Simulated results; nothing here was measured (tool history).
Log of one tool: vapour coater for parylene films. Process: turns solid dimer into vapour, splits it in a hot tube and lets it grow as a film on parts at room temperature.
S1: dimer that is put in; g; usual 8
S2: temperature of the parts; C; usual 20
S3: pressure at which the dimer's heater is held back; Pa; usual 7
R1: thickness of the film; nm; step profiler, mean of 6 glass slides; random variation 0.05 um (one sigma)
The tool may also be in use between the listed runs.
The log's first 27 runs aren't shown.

{"run": 28, "hour": 1118.0, "S1": 10, "S2": 20, "S3": 9.51, "R1": 6410}
{"hour": 1162.7, "done": "table's thermometer calibrated"}
{"run": 29, "hour": 1168.7, "S1": 10, "S2": 32, "S3": 9.51, "R1": 4280}
{"run": 30, "hour": 1216.3, "S1": 11, "S2": 20, "S3": 2.97, "R1": 8270}
{"run": 31, "hour": 1258.2, "S1": 11, "S2": 20, "S3": 2.97, "R1": 8290}
{"run": 32, "hour": 1303.7, "S1": 5, "S2": 15, "S3": 3.67, "R1": 4380}
{"run": 33, "hour": 1337.7, "S1": 4, "S2": 27, "S3": 8.75, "R1": 2030}
{"run": 34, "hour": 1377.3, "S1": 8, "S2": 20, "S3": 9.93, "R1": 5240}
{"run": 35, "hour": 1427.2, "S1": 4, "S2": 20, "S3": 6.07, "R1": 2760}
{"run": 36, "hour": 1452.9, "S1": 4, "S2": 20, "S3": 6.07, "R1": 2740}
{"run": 37, "hour": 1491.0, "S1": 4, "S2": 20, "S3": 6.07, "R1": 2690}
{"run": 38, "hour": 1519.0, "S1": 4, "S2": 20, "S3": 5.63, "R1": 2730}
{"run": 39, "hour": 1557.3, "S1": 5, "S2": 14, "S3": 2.27, "R1": 4680}
{"run": 40, "hour": 1599.3, "S1": 5, "S2": 14, "S3": 2.27, "R1": 4690}
{"hour": 1616.6, "done": "trap's valve overhauled"}
{"run": 41, "hour": 1627.8, "S1": 8, "S2": 28, "S3": 2.79, "R1": 4670}
{"run": 42, "hour": 1673.9, "S1": 6, "S2": 28, "S3": 2.79, "R1": 3510}
{"run": 43, "hour": 1714.9, "S1": 6, "S2": 28, "S3": 2.79, "R1": 3490}

Forecast run 44:
{"run": 44, "hour": 1763.5, "S1": 6, "S2": 28, "S3": 2.79, "R1": "?"}

Run 44 gave R1 3500 nm.
Without the tool's hidden state the same run would have given R1 3560 nm.
